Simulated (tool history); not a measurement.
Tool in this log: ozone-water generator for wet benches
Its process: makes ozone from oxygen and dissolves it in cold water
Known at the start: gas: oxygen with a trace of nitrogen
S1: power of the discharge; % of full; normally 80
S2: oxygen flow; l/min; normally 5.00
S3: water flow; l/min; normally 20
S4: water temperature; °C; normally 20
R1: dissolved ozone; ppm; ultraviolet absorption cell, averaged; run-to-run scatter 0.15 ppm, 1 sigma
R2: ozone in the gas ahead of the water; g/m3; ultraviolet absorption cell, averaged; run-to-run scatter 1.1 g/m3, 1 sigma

run 1 day=0.000 | S1=80 S2=5.00 S3=20 S4=20 | R1=18.3 R2=203.5
run 2 day=0.750 | S1=80 S2=5.00 S3=20 S4=20 | R1=18.5 R2=204.2
run 3 day=2.133 | S1=80 S2=4.49 S3=20 S4=20 | R1=17.8 R2=210.7
run 4 day=3.004 | S1=80 S2=3.73 S3=20 S4=20 | R1=17.1 R2=226.9
run 5 day=3.758 | S1=80 S2=3.73 S3=20 S4=20 | R1=16.7 R2=224.9
run 6 day=5.046 | S1=80 S2=3.73 S3=20 S4=20 | R1=17.3 R2=224.2
run 7 day=6.358 | S1=80 S2=3.73 S3=20 S4=20 | R1=17.2 R2=225.0
run 8 day=7.754 | S1=80 S2=5.00 S3=20 S4=24 | R1=17.5 R2=203.4
run 9 day=9.338 | S1=80 S2=3.18 S3=20 S4=20 | R1=16.3 R2=239.7
run 10 day=10.108 | S1=80 S2=3.18 S3=20 S4=20 | R1=16.1 R2=236.7
run 11 day=10.938 | S1=88 S2=5.00 S3=20 S4=20 | R1=19.9 R2=221.8
run 12 day=12.350 | S1=88 S2=5.00 S3=20 S4=20 | R1=19.8 R2=220.7
run 13 day=13.646 | S1=88 S2=5.00 S3=20 S4=20 | R1=19.9 R2=221.7
run 14 day=14.917 | S1=88 S2=5.00 S3=20 S4=20 | R1=20.0 R2=220.9
run 15 day=16.554 | S1=88 S2=5.00 S3=20 S4=20 | R1=19.9 R2=220.3
run 16 day=17.342 | S1=68 S2=5.00 S3=20 S4=20 | R1=15.7 R2=175.0
run 17 day=18.179 | S1=80 S2=2.76 S3=20 S4=20 | R1=15.6 R2=248.8
run 18 day=19.650 | S1=80 S2=8.12 S3=20 S4=20 | R1=19.5 R2=172.5
run 19 day=20.396 | S1=83 S2=3.69 S3=20 S4=20 | R1=17.5 R2=232.1
run 20 day=21.400 | S1=83 S2=3.69 S3=20 S4=20 | R1=17.4 R2=231.8
run 21 day=22.288 | S1=83 S2=3.69 S3=20 S4=20 | R1=17.3 R2=231.6
run 22 day=23.154 | S1=83 S2=3.69 S3=20 S4=20 | R1=17.9 R2=231.1
run 23 day=24.033 | S1=87 S2=5.00 S3=20 S4=17 | R1=20.6 R2=219.0
run 24 day=24.871 | S1=87 S2=5.29 S3=17 S4=17 | R1=23.7 R2=214.0
run 25 day=26.446 | S1=77 S2=5.29 S3=29 S4=17 | R1=13.5 R2=191.8
run 26 day=27.925 | S1=43 S2=5.00 S3=20 S4=20 | R1=10.4 R2=114.6
run 27 day=29.129 | S1=74 S2=4.52 S3=31 S4=20 | R1=11.1 R2=195.4
run 28 day=30.112 | S1=74 S2=4.52 S3=31 S4=20 | R1=11.2 R2=193.7
run 29 day=31.333 | S1=80 S2=7.88 S3=20 S4=20 | R1=19.5 R2=172.9
run 30 day=32.279 | S1=90 S2=3.57 S3=20 S4=19 | R1=19.0 R2=252.2
run 31 day=33.600 | S1=54 S2=2.51 S3=13 S4=25 | R1=14.6 R2=177.4
run 32 day=34.975 | S1=80 S2=6.78 S3=14 S4=18 | R1=25.5 R2=184.1
run 33 day=36.083 | S1=80 S2=7.15 S3=20 S4=20 | R1=18.9 R2=178.2

Put back what was entered between runs (2 entries, withheld): which listed runs does each sit between, and how does the hidden state differ from the listed run before to the listed run after?
From run 13 to run 14: water thermometer calibrated (day 13.821)
  true water temperature over the reading, C: 0.24 -> 0.36
  what was measured, less what the result would be without the hidden state, R1: -0.6 -> -0.7 ppm; R2: -2.5 -> -2.6 g/m3
From run 20 to run 21: water thermometer calibrated, once more (day 21.512)
  yield of the discharge, % of new electrodes': 98.9 -> 98.8; true water temperature over the reading, C: 0.37 -> 0.01
  what was measured, less what the result would be without the hidden state, R1: -0.6 -> -0.6 ppm; R2: -3.1 -> -3.2 g/m3

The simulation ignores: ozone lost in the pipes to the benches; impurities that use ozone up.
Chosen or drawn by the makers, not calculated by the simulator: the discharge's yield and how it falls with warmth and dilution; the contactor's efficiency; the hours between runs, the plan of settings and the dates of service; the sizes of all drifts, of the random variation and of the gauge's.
